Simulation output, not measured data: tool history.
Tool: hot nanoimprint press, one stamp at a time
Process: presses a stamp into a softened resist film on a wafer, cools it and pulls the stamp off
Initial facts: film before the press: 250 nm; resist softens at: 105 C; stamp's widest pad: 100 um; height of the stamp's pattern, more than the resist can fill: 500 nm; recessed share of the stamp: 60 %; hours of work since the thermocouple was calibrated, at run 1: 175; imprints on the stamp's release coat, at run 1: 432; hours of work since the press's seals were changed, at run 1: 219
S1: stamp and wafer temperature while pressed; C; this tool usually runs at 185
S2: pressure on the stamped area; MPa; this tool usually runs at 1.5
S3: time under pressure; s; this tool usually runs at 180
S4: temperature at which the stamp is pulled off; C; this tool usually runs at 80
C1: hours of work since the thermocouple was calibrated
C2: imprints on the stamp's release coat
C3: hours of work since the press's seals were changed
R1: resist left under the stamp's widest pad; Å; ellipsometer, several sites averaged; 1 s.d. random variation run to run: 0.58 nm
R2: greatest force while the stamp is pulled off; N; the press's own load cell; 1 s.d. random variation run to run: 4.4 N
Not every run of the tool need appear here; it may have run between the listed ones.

run	day	S1	S2	S3	S4	C1	C2	C3	R1	R2
1	0	185	1.5	180	80	175	432	219	1049	205
2	0.408	174	1.5	180	80	182	462	226	1543	220
3	1.071	174	1.5	212	80	194	510	238	1463	223
4	1.492	185	1.5	198	80	201	540	245	999	207
5	2.362	185	1.5	198	80	216	603	260	1014	222
6	3.05	185	1.5	180	80	229	653	273	1040	214
7	3.604	177	1.5	180	80	238	694	283	1397	221
8	4.308	177	1.5	180	80	251	744	295	1403	224
9	4.996	177	1.5	180	80	263	795	307	1413	217
# day 5.817: plate thermocouple calibrated
10	6.029	185	1.5	180	77	4	860	323	1032	241
11	6.921	185	1.5	180	80	20	925	339	1044	220
12	7.575	185	1.5	180	80	31	973	351	1045	220
13	8.212	185	1.5	180	80	42	1019	362	1045	217
14	8.817	185	0.99	180	80	53	1063	373	1247	222
15	9.304	185	1.5	180	80	62	1098	381	1042	217
16	9.867	185	1.5	292	67	72	1139	391	857	298
17	10.696	185	1.5	292	67	86	1199	406	850	294
18	11.392	185	1.5	292	67	99	1249	418	859	316
19	12.204	181	1.72	180	80	113	1309	433	1150	220
20	12.896	185	1.21	180	66	125	1359	445	1152	309
21	13.579	185	1.21	180	66	138	1408	457	1147	312
22	14.45	195	2.3	180	83	153	1471	473	582	198
23	14.929	185	1.13	180	80	162	1506	481	1187	215
24	15.654	185	1.49	180	80	174	1559	494	1049	211
25	16.054	185	1.5	180	75	181	1588	501	1042	251
26	16.517	197	1.5	180	66	190	1621	509	668	302
27	16.938	197	1.5	180	66	197	1652	517	658	299
28	17.704	197	1.5	180	66	211	1708	530	675	300
29	18.142	183	1.5	287	88	218	1739	538	937	175
30	18.896	194	1.45	347	86	232	1794	551	574	185

Each run again, without the hidden state but with its own random variation kept:
The tool's hidden condition here consists of: true temperature over the reading, C; pressure that arrives at the usual setting, %; grip of the stamp's worn release coat, % over a new coat's; drift of the gauge itself on residual_nm, %; drift of the gauge itself on pull_off_n, %.
run	R2
1	205
2	219
3	222
4	205
5	220
6	213
7	219
8	223
9	216
10	239
11	218
12	218
13	215
14	220
15	215
16	295
17	291
18	313
19	218
20	306
21	308
22	196
23	212
24	208
25	247
26	297
27	295
28	296
29	172
30	182
R1: differs from the measured result by no more than 4 Å in any run.
